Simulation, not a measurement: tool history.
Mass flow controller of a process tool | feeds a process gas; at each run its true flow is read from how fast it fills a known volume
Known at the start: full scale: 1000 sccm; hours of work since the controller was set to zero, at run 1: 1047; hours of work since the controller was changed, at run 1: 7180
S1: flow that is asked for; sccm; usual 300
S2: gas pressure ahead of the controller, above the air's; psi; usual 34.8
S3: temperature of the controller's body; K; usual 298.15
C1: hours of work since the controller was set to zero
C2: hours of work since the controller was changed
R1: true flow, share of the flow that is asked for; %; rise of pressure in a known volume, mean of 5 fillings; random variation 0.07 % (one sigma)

| run | hour | S1 | S2 | S3 | C1 | C2 | R1 |
|---|---|---|---|---|---|---|---|
| 1 | 0 | 300 | 34.8 | 298.15 | 1047 | 7180 | 96.15 |
| 2 | 523.3 | 300 | 34.8 | 298.15 | 1328 | 7461 | 95.97 |
| 3 | 844.9 | 300 | 34.8 | 310.15 | 1500 | 7633 | 96.71 |
| 4 | 1268 | 300 | 34.8 | 310.15 | 1727 | 7860 | 96.59 |
| 5 | 1565.7 | 300 | 34.8 | 310.15 | 1887 | 8019 | 96.59 |
| 6 | 2029.8 | 300 | 34.8 | 310.15 | 2135 | 8268 | 96.53 |
| 7 | 2574.2 | 300 | 34.8 | 310.15 | 2427 | 8560 | 96.35 |
| 8 | 2882.4 | 300 | 34.8 | 310.15 | 2592 | 8725 | 96.18 |
| 9 | 3454.1 | 300 | 34.8 | 310.15 | 2899 | 9032 | 96.18 |
| 10 | 3913.1 | 300 | 34.8 | 298.15 | 3145 | 9278 | 95.47 |
| 11 | 4321 | 300 | 34.8 | 298.15 | 3363 | 9496 | 95.37 |
| 12 | 4790.8 | 300 | 34.8 | 298.15 | 3615 | 9748 | 95.33 |
| 13 | 5347.1 | 218 | 34.8 | 298.15 | 3913 | 10046 | 94.59 |
| 14 | 5604.7 | 218 | 34.8 | 298.15 | 4051 | 10184 | 94.6 |
| 15 | 6161 | 990 | 26 | 298.15 | 4349 | 10482 | 97.83 |
| 16 | 6530.5 | 990 | 26 | 298.15 | 4547 | 10680 | 97.66 |
| 17 | 6793.4 | 990 | 26 | 298.15 | 4688 | 10821 | 97.68 |
| 18 | 7046.8 | 811 | 30.9 | 298.15 | 4824 | 10957 | 97.16 |
| 19 | 7337.4 | 435 | 24.2 | 307.15 | 4980 | 11113 | 95.93 |
| 20 | 7874.3 | 435 | 20.9 | 303.15 | 5268 | 11400 | 95.45 |
| 21 | 8143.1 | 153 | 20.3 | 297.15 | 5412 | 11544 | 92.89 |
| 22 | 8425.1 | 153 | 20.3 | 297.15 | 5563 | 11696 | 92.79 |
| 23 | 8876.6 | 529 | 24.2 | 304.15 | 5805 | 11938 | 95.98 |
| 24 | 9422 | 529 | 24.2 | 305.15 | 6097 | 12230 | 95.77 |
|  | 9465.3 | controller's zero set anew |
| 25 | 9668.8 | 529 | 24.2 | 305.15 | 109 | 12362 | 96.45 |
|  | 10131.2 | controller exchanged for a calibrated one |
| 26 | 10244.1 | 529 | 24.2 | 305.15 | 60 | 60 | 98.85 |

4 ways to go on from here, each from the tool as it stands after run 26. What would each give?
| A | 10803.2 | 199 | 21.6 | 313.15 | 360 | 360 | ? |
| B | 10803.2 | 300 | 31.2 | 298.15 | 360 | 360 | ? |
| C | 10803.2 | 786 | 34.8 | 298.15 | 360 | 360 | ? |
| D | 10803.2 | 154 | 24.2 | 305.15 | 360 | 360 | ? |

| run | R1 |
|---|---|
| A | 98.05 |
| B | 97.73 |
| C | 99.34 |
| D | 97.46 |
Without the tool's hidden state the same runs would have given:
| run | R1 |
|---|---|
| A | 98.12 |
| B | 97.76 |
| C | 99.32 |
| D | 97.57 |

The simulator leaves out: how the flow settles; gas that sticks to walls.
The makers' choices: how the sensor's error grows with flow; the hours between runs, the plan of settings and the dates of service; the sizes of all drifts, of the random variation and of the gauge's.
